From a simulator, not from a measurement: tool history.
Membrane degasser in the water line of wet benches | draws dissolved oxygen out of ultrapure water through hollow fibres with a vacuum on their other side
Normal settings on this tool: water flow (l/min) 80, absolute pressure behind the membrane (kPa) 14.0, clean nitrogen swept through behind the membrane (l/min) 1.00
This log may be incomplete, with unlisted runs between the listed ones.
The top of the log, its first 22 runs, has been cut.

run,hour,water flow (l/min),absolute pressure behind the membrane (kPa),clean nitrogen swept through behind the membrane (l/min),dissolved oxygen in the water behind the degasser (ppb),pressure that the water loses in the fibres (kPa)
23,3795.5,80,12.8,1.40,938.7,64.64
24,3995.9,73,14.7,1.40,1043.1,59.32
25,4105.2,73,14.7,1.40,1050.0,59.16
26,4220.1,73,14.7,1.40,1043.2,59.00
27,4344.5,73,14.7,1.40,1054.3,59.49
28,4513.9,73,14.7,1.40,1047.8,59.78
29,4675.8,73,14.7,1.40,1043.5,59.77
30,4813.5,89,14.2,1.00,1419.5,73.46
31,4967.2,84,21.4,0.94,2160.1,69.06

Here are 4 independent what-if runs from the current tool condition. What would each one return?
A,5114.4,99,23.1,0.94,?,?
B,5114.4,76,28.5,0.67,?,?
C,5114.4,104,14.0,2.56,?,?
D,5114.4,54,14.3,0.90,?,?

run,dissolved oxygen in the water behind the degasser (ppb),pressure that the water loses in the fibres (kPa)
A,2551.1,81.61
B,3142.0,62.99
C,850.0,86.16
D,1115.4,44.41
Without the tool's unlogged condition, the same runs would have read:
run,dissolved oxygen in the water behind the degasser (ppb),pressure that the water loses in the fibres (kPa)
A,2531.2,78.17
B,3127.8,60.34
C,830.0,82.53
D,1098.4,42.53

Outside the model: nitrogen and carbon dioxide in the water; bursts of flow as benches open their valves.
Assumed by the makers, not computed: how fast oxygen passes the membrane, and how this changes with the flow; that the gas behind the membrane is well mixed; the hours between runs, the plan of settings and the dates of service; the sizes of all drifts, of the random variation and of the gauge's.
